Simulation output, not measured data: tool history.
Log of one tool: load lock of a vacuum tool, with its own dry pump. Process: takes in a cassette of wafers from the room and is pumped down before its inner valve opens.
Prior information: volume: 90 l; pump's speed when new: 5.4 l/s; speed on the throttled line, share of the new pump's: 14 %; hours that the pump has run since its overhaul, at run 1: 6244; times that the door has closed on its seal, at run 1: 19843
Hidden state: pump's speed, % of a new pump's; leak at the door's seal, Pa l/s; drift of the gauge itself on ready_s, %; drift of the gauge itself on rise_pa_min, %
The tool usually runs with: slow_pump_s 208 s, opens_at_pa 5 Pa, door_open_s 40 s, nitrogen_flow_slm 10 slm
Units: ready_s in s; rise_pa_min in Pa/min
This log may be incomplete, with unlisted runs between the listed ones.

run	day	slow_pump_s	opens_at_pa	door_open_s	nitrogen_flow_slm	hours that the pump has run since its overhaul	times that the door has closed on its seal	incoming humidity of the room's air, %	ready_s	rise_pa_min
1	0	208	5	40	10	6244	19843	44.4	353.3	0.099
2	2.971	208	5	40	10	6316	20165	47.1	354.2	0.113
3	5.483	208	5	40	10	6376	20438	44.9	353.9	0.11
4	10.412	208	5	40	10	6494	20973	46.2	353.6	0.114
5	15.004	208	5	40	10	6604	21471	44.3	354.4	0.112
6	19.321	208	5	40	10	6708	21939	43.3	354.8	0.118
7	22.592	208	5	40	10	6786	22295	44.1	354.8	0.116
8	24.929	208	5	40	10	6843	22549	46.6	353.9	0.124
9	29.562	208	5	40	10	6954	23051	43.8	354.6	0.125
10	31.771	208	5	40	10	7007	23291	42.5	355.4	0.128
11	36.954	208	5	40	10	7131	23854	48.4	356.6	0.136
12	40.896	208	5	40	10	7226	24281	43.9	354.8	0.131
13	44.7	208	5	40	10	7317	24694	46.4	356.5	0.138
14	48.275	208	5	40	10	7403	25082	41.2	356.3	0.129
15	52.858	208	5	40	10	7513	25580	43.2	356.7	0.136
16	56.275	208	5	40	10	7595	25951	39.7	355.9	0.139
17	59.675	208	5	40	10	7676	26320	44.6	354.8	0.146
18	62.829	208	5	40	10	7752	26662	44.4	357	0.14
19	64.992	208	7	58	24	7804	26897	47.5	350.8	0.143
20	70.088	112	6	46	8	7926	27450	43.5	272.3	0.156
21	73.888	151	7	46	6	8018	27863	44	301.9	0.153
22	79.121	151	7	46	6	8143	28430	49.7	302.4	0.171
23	83.071	356	7	31	15	8238	28859	42	475.6	0.142
24	85.896	110	5	40	10	8306	29166	47	274.3	0.164
25	91.021	221	7	40	10	8429	29722	45.6	362.2	0.166
26	93.396	221	7	40	10	8486	29980	43.6	360.8	0.158
27	96.521	221	7	61	10	8561	30319	46.2	361.3	0.173
28	99.175	221	7	61	10	8624	30607	46	361.8	0.18
29	102.504	221	7	61	10	8704	30969	43.1	362.2	0.182
30	106.625	208	6	33	10	8803	31416	45.5	354.1	0.167
31	108.862	211	8	74	20	8857	31659	41.9	351	0.18
32	112.854	283	6	26	8	8953	32092	46.1	418.9	0.176
33	117.767	283	6	26	8	9071	32625	44.2	419.1	0.17
34	122.333	208	9	99	15	9180	33121	48.9	347.3	0.21
35	125.833	208	9	165	32	9264	33501	46.6	346.8	0.2
36	130.762	185	5	40	10	9383	34036	44.6	338.5	0.189

Results for each run, recomputed without the tool's hidden state and with each run's random variation untouched:
run	ready_s	rise_pa_min
1	344.9	0.031
2	345.6	0.044
3	345.3	0.04
4	344.9	0.04
5	345.5	0.037
6	345.7	0.039
7	345.6	0.035
8	344.7	0.041
9	345.2	0.041
10	345.9	0.043
11	346.9	0.047
12	345.1	0.04
13	346.6	0.046
14	346.3	0.035
15	346.5	0.038
16	345.6	0.038
17	344.4	0.043
18	346.5	0.035
19	341	0.039
20	260.8	0.046
21	290.9	0.042
22	291.2	0.057
23	466.9	0.026
24	262	0.044
25	351.4	0.042
26	350	0.036
27	350.4	0.049
28	350.8	0.052
29	351	0.051
30	342.5	0.034
31	339.7	0.046
32	407.9	0.038
33	408	0.03
34	335.7	0.063
35	335.2	0.055
36	325.5	0.037
